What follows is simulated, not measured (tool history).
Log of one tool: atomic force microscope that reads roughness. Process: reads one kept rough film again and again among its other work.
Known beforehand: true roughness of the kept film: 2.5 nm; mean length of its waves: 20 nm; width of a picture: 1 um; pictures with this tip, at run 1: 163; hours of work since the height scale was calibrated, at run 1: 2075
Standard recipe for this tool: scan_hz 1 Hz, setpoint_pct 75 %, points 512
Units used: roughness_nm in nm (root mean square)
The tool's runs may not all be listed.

run,hour,scan_hz,setpoint_pct,points,pictures with this tip,hours of work since the height scale was calibrated,roughness_nm
1,0,1,75,512,163,2075,1.522
# hour 37.8: new tip fitted
2,63.3,1,75,512,53,2119,1.773
3,131.3,1.36,75,512,195,2166,1.449
# hour 151.9: new tip fitted
4,211,1.22,75,512,124,2222,1.583
# hour 265.6: new tip fitted
5,272.3,1.22,75,512,14,2264,1.839
6,337.3,1.22,75,512,150,2309,1.533
# hour 379.4: new tip fitted
7,391.3,1.22,75,512,25,2346,1.809
# hour 415.5: height scale calibrated on a step standard
8,425.8,2.48,75,512,95,7,1.597
# hour 495.8: new tip fitted
9,498.2,2.48,75,512,5,57,1.848
10,545.6,0.94,75,379,104,90,1.657
# hour 607.1: new tip fitted
11,617.4,1.44,56,512,21,140,1.902
12,687.8,3.37,75,874,169,189,1.445
# hour 723.1: new tip fitted
13,731.5,3.37,84,874,17,219,1.718
14,791.7,3.37,84,874,143,261,1.415
# hour 834.7: new tip fitted
15,848.3,0.91,79,768,29,300,1.842
16,895.3,2.13,69,636,127,333,1.58

4 options for the next run, each taken on its own from the tool as it stands now. Forecast them:
# hour 949.2: new tip fitted
A,966.9,1.09,69,636,37,382,?
# hour 949.2: new tip fitted
B,966.9,0.82,69,405,37,382,?
# hour 949.2: new tip fitted
C,966.9,2.96,75,295,37,382,?
# hour 949.2: new tip fitted
D,966.9,2.32,74,880,37,382,?

run,roughness_nm
A,1.832
B,1.809
C,1.713
D,1.79
Without the tool's unlogged condition, the same runs would have read:
run,roughness_nm
A,1.965
B,1.94
C,1.837
D,1.919

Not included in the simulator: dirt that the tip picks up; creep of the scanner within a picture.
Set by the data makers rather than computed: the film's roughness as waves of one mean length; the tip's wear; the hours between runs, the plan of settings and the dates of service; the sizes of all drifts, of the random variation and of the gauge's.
